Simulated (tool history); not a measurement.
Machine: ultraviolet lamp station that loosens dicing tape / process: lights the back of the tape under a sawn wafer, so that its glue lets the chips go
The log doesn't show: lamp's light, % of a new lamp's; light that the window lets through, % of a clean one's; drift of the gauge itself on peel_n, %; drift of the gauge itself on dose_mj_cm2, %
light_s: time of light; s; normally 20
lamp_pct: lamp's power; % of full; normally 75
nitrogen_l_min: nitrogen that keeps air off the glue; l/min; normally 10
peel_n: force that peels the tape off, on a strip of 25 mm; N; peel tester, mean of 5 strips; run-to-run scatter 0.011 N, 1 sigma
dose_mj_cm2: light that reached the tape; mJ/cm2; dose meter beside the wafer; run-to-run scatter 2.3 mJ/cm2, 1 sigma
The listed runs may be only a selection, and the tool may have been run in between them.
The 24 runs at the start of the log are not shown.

run,day,light_s,lamp_pct,nitrogen_l_min,hours of work of the lamp,hours of work since the window was cleaned,peel_n,dose_mj_cm2
25,16.346,12,89,5,435,79,2.889,141
26,16.854,12,89,5,441,85,2.900,141
27,17.350,30,98,17,447,91,0.134,382
28,18.125,20,75,6,456,100,1.411,194
29,18.592,20,96,6,462,105,0.867,246
30,18.979,18,84,10,466,110,0.936,196
31,19.596,18,84,10,473,117,0.922,193
32,20.421,18,84,10,483,127,0.953,191
33,21.167,13,75,10,492,136,2.409,123
34,21.971,20,75,10,501,145,0.975,188
35,22.400,20,75,10,506,150,1.001,187
36,23.250,20,75,10,516,160,1.009,187
37,24.038,23,74,9,526,169,0.858,211
38,24.742,13,77,8,534,177,2.680,124
39,25.158,11,99,5,539,182,3.032,135
40,25.854,17,75,4,547,191,2.956,154
41,26.758,12,86,10,558,201,2.296,124
42,27.425,33,87,11,565,209,0.202,343

Below are 3 alternative next runs, each starting from the tool's condition after run 42. Predict each:
A,28.046,38,75,12,573,216,?,?
B,28.046,20,83,10,573,216,?,?
C,28.046,27,61,13,573,216,?,?

run,peel_n,dose_mj_cm2
A,0.184,340
B,0.919,199
C,0.750,193
Without the tool's unlogged condition, the same runs would have read:
run,peel_n,dose_mj_cm2
A,0.119,468
B,0.405,273
C,0.323,266
